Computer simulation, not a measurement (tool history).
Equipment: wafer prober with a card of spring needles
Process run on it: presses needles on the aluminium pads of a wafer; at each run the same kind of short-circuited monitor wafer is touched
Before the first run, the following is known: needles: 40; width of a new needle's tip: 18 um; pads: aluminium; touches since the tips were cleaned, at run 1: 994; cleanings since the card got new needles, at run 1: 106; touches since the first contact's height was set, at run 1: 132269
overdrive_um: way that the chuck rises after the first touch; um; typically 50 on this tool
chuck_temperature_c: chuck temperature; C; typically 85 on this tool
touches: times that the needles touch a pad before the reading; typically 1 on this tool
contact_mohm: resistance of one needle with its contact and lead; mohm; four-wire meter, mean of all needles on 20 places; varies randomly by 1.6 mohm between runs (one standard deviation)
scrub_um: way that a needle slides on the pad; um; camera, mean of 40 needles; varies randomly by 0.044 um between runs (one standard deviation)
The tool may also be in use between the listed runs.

run,hour,overdrive_um,chuck_temperature_c,touches,touches since the tips were cleaned,cleanings since the card got new needles,touches since the first contact's height was set,contact_mohm,scrub_um
1,0.0,50,85,1,994,106,132269,234,8.34
# hour 3.4: height of the first contact set anew
# hour 5.0: tips cleaned on abrasive film
# hour 11.2: tips cleaned on abrasive film
# hour 17.4: tips cleaned on abrasive film
# hour 25.2: tips cleaned on abrasive film
# hour 32.9: tips cleaned on abrasive film
# hour 39.1: tips cleaned on abrasive film
# hour 46.9: tips cleaned on abrasive film
# hour 53.1: tips cleaned on abrasive film
# hour 60.9: tips cleaned on abrasive film
# hour 68.6: tips cleaned on abrasive film
2,72.3,50,85,1,1879,116,35093,285,8.69
# hour 75.4: tips cleaned on abrasive film
# hour 83.2: tips cleaned on abrasive film
# hour 89.4: tips cleaned on abrasive film
# hour 97.1: tips cleaned on abrasive film
# hour 104.9: tips cleaned on abrasive film
# hour 112.6: tips cleaned on abrasive film
# hour 120.4: tips cleaned on abrasive film
# hour 126.6: tips cleaned on abrasive film
# hour 134.3: tips cleaned on abrasive film
3,135.2,50,85,1,419,125,67146,212,8.34
# hour 141.4: tips cleaned on abrasive film
# hour 147.6: tips cleaned on abrasive film
# hour 155.3: tips cleaned on abrasive film
# hour 163.1: tips cleaned on abrasive film
# hour 170.8: tips cleaned on abrasive film
# hour 177.1: tips cleaned on abrasive film
# hour 184.8: tips cleaned on abrasive film
# hour 192.6: tips cleaned on abrasive film
4,198.6,50,85,1,3098,133,99503,340,8.33
# hour 200.2: tips cleaned on abrasive film
# hour 206.4: tips cleaned on abrasive film
# hour 214.2: tips cleaned on abrasive film
# hour 221.9: tips cleaned on abrasive film
# hour 228.1: tips cleaned on abrasive film
# hour 235.9: tips cleaned on abrasive film
# hour 243.6: tips cleaned on abrasive film
# hour 251.4: tips cleaned on abrasive film
# hour 257.6: tips cleaned on abrasive film
# hour 265.3: tips cleaned on abrasive film
# hour 265.6: height of the first contact set anew
5,269.6,50,85,1,2051,143,2051,297,8.64
# hour 272.8: tips cleaned on abrasive film
# hour 280.5: tips cleaned on abrasive film
# hour 286.7: tips cleaned on abrasive film
# hour 294.5: tips cleaned on abrasive film
# hour 302.2: tips cleaned on abrasive film
6,307.9,50,85,1,2924,148,21583,330,8.56
# hour 309.5: tips cleaned on abrasive film
# hour 317.3: tips cleaned on abrasive film
# hour 325.0: tips cleaned on abrasive film
# hour 332.8: tips cleaned on abrasive film
# hour 340.5: tips cleaned on abrasive film
7,346.3,50,85,3,2993,153,41184,224,8.61
# hour 347.9: tips cleaned on abrasive film
# hour 355.7: tips cleaned on abrasive film
# hour 363.4: tips cleaned on abrasive film
# hour 371.2: tips cleaned on abrasive film
# hour 378.9: tips cleaned on abrasive film
# hour 386.7: tips cleaned on abrasive film
# hour 393.6: tips cleaned on abrasive film
8,393.6,50,85,3,0,160,65275,172,8.53
# hour 401.4: tips cleaned on abrasive film
# hour 409.1: tips cleaned on abrasive film
# hour 415.3: tips cleaned on abrasive film
# hour 423.1: tips cleaned on abrasive film
# hour 430.8: tips cleaned on abrasive film
9,435.9,50,85,1,2640,165,86895,331,8.42
# hour 437.6: tips cleaned on abrasive film
# hour 445.3: tips cleaned on abrasive film
# hour 451.5: tips cleaned on abrasive film
# hour 459.3: tips cleaned on abrasive film
# hour 465.5: tips cleaned on abrasive film
10,466.8,50,85,1,642,170,102564,222,8.36
# hour 473.0: tips cleaned on abrasive film
# hour 480.7: tips cleaned on abrasive film
# hour 488.5: tips cleaned on abrasive film
# hour 496.2: tips cleaned on abrasive film
# hour 504.0: tips cleaned on abrasive film
# hour 511.1: tips cleaned on abrasive film
11,511.1,50,85,1,0,176,125163,187,8.20
# hour 517.3: tips cleaned on abrasive film
# hour 525.0: tips cleaned on abrasive film
# hour 528.4: height of the first contact set anew
# hour 533.1: tips cleaned on abrasive film
# hour 539.3: tips cleaned on abrasive film
# hour 547.1: tips cleaned on abrasive film
12,549.7,50,52,1,1362,181,10851,248,8.59
# hour 554.4: tips cleaned on abrasive film
# hour 560.6: tips cleaned on abrasive film
# hour 568.4: tips cleaned on abrasive film
# hour 576.1: tips cleaned on abrasive film
# hour 583.8: tips cleaned on abrasive film
13,583.9,50,85,2,17,186,28266,178,8.55
# hour 590.1: tips cleaned on abrasive film
# hour 597.9: tips cleaned on abrasive film
# hour 604.1: tips cleaned on abrasive film
# hour 611.8: tips cleaned on abrasive film
# hour 619.6: tips cleaned on abrasive film
14,623.2,38,62,2,1872,191,48339,309,6.43
# hour 626.4: tips cleaned on abrasive film
# hour 632.6: tips cleaned on abrasive film
# hour 640.3: tips cleaned on abrasive film
# hour 646.6: tips cleaned on abrasive film
# hour 654.3: tips cleaned on abrasive film
# hour 666.3: card fitted with new needles
# hour 672.5: tips cleaned on abrasive film
# hour 680.3: tips cleaned on abrasive film
# hour 688.0: tips cleaned on abrasive film
# hour 694.2: tips cleaned on abrasive film
# hour 702.0: tips cleaned on abrasive film
# hour 709.7: tips cleaned on abrasive film
15,709.9,38,62,2,86,6,22229,186,6.46
# hour 716.1: tips cleaned on abrasive film
# hour 723.9: tips cleaned on abrasive film
# hour 731.6: tips cleaned on abrasive film
# hour 739.4: tips cleaned on abrasive film
# hour 745.6: tips cleaned on abrasive film
# hour 753.3: tips cleaned on abrasive film
# hour 761.1: tips cleaned on abrasive film
16,766.2,38,125,2,2633,13,50959,290,6.45
# hour 767.8: tips cleaned on abrasive film
# hour 774.0: tips cleaned on abrasive film
# hour 781.8: tips cleaned on abrasive film
# hour 788.0: tips cleaned on abrasive film
# hour 795.8: tips cleaned on abrasive film
# hour 802.0: tips cleaned on abrasive film
# hour 809.7: tips cleaned on abrasive film
17,813.0,45,85,1,1673,20,74774,275,7.68

Run 18 has not been measured yet. What should we expect?
# hour 816.1: tips cleaned on abrasive film
# hour 822.3: tips cleaned on abrasive film
# hour 830.1: tips cleaned on abrasive film
# hour 837.8: tips cleaned on abrasive film
# hour 845.6: tips cleaned on abrasive film
# hour 853.3: tips cleaned on abrasive film
# hour 861.1: tips cleaned on abrasive film
18,864.0,45,63,2,1524,27,100809,?,?

contact_mohm: 228 mohm
scrub_um: 7.46 um
The same run, on a tool lacking any hidden state, would have yielded contact_mohm 164 mohm, scrub_um 7.76 um.
